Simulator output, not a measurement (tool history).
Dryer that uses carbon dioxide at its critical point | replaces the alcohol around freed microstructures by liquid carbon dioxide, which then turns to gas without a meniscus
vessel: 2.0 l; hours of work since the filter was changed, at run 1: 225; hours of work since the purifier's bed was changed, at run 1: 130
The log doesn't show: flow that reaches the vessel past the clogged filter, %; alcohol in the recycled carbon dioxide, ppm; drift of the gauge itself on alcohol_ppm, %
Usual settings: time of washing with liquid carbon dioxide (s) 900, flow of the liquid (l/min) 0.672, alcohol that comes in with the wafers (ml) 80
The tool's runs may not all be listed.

| run | day | time of washing with liquid carbon dioxide (s) | flow of the liquid (l/min) | alcohol that comes in with the wafers (ml) | hours of work since the filter was changed | hours of work since the purifier's bed was changed | alcohol left in the vessel before it's heated (ppm by volume) |
|---|---|---|---|---|---|---|---|
| 1 | 0 | 900 | 0.672 | 80 | 225 | 130 | 597 |
| 2 | 0.371 | 900 | 0.672 | 108 | 228 | 133 | 793 |
| 3 | 0.575 | 900 | 0.672 | 80 | 230 | 135 | 582 |
| 4 | 0.908 | 900 | 0.672 | 32 | 232 | 138 | 256 |
| 5 | 1.117 | 900 | 0.672 | 80 | 234 | 140 | 611 |
| 6 | 1.471 | 900 | 0.672 | 80 | 237 | 143 | 612 |
| 7 | 1.796 | 900 | 0.672 | 36 | 240 | 145 | 276 |
| 8 | 2.154 | 900 | 0.672 | 24 | 243 | 148 | 196 |
| 9 | 2.479 | 900 | 0.672 | 24 | 246 | 151 | 210 |
| 10 | 2.708 | 900 | 0.672 | 24 | 247 | 153 | 216 |
| 11 | 2.933 | 960 | 0.672 | 24 | 249 | 155 | 147 |
| 12 | 3.321 | 960 | 0.672 | 24 | 253 | 158 | 166 |
| 13 | 3.596 | 660 | 0.672 | 80 | 255 | 160 | 1878 |
|  | 3.7 | inlet filter changed |
| 14 | 3.992 | 660 | 0.672 | 102 | 2 | 163 | 1832 |
| 15 | 4.338 | 660 | 0.672 | 102 | 5 | 166 | 1815 |
| 16 | 4.729 | 660 | 0.672 | 102 | 9 | 169 | 1864 |
| 17 | 5.162 | 660 | 0.672 | 102 | 12 | 173 | 1874 |
| 18 | 5.433 | 660 | 0.672 | 102 | 15 | 175 | 1861 |
| 19 | 5.692 | 900 | 0.672 | 80 | 17 | 178 | 451 |
| 20 | 5.975 | 900 | 0.672 | 80 | 19 | 180 | 469 |
| 21 | 6.362 | 1020 | 0.672 | 80 | 22 | 183 | 268 |
| 22 | 6.675 | 1020 | 0.672 | 80 | 25 | 186 | 263 |
| 23 | 6.954 | 1020 | 0.672 | 80 | 27 | 188 | 271 |
| 24 | 7.342 | 1020 | 0.672 | 34 | 30 | 191 | 129 |
| 25 | 7.75 | 1020 | 0.914 | 73 | 34 | 195 | 59 |
| 26 | 8.142 | 780 | 0.877 | 38 | 37 | 198 | 134 |
| 27 | 8.608 | 1200 | 0.877 | 38 | 41 | 202 | 36 |
| 28 | 9.042 | 600 | 0.672 | 80 | 45 | 206 | 2042 |
| 29 | 9.312 | 840 | 1.01 | 45 | 47 | 208 | 72 |
| 30 | 9.608 | 540 | 0.672 | 32 | 49 | 210 | 1106 |
| 31 | 10.025 | 540 | 0.617 | 32 | 53 | 214 | 1371 |
| 32 | 10.454 | 540 | 0.627 | 96 | 57 | 217 | 3877 |
| 33 | 10.867 | 540 | 0.627 | 96 | 60 | 221 | 3976 |
| 34 | 11.083 | 1380 | 0.627 | 99 | 62 | 223 | 108 |
| 35 | 11.388 | 720 | 0.627 | 42 | 64 | 225 | 772 |
| 36 | 11.575 | 720 | 0.627 | 42 | 66 | 227 | 783 |
| 37 | 11.771 | 720 | 0.787 | 42 | 67 | 228 | 354 |
| 38 | 12.008 | 600 | 0.672 | 106 | 69 | 230 | 2773 |
| 39 | 12.4 | 1380 | 0.87 | 21 | 73 | 234 | 29 |
| 40 | 12.683 | 780 | 1.131 | 44 | 75 | 236 | 66 |
| 41 | 12.996 | 780 | 1.131 | 44 | 78 | 239 | 67 |
| 42 | 13.379 | 780 | 0.911 | 44 | 81 | 242 | 161 |
| 43 | 13.721 | 900 | 0.463 | 60 | 84 | 245 | 1483 |
| 44 | 14.112 | 900 | 0.74 | 107 | 87 | 248 | 434 |
| 45 | 14.562 | 900 | 0.74 | 107 | 91 | 252 | 452 |
| 46 | 15.029 | 720 | 0.674 | 41 | 95 | 256 | 635 |
| 47 | 15.308 | 840 | 0.672 | 80 | 97 | 258 | 684 |

Hidden state at the last listed run before each entry between runs and at the first one after, where it differs:
Between runs 13 and 14: inlet filter changed (day 3.7)
  flow that reaches the vessel past the clogged filter, %: 92.4 -> 99.9; alcohol in the recycled carbon dioxide, ppm: 22.1 -> 22.5
  measured less the result without the state, alcohol left in the vessel before it's heated (ppm by volume): +431 -> +24
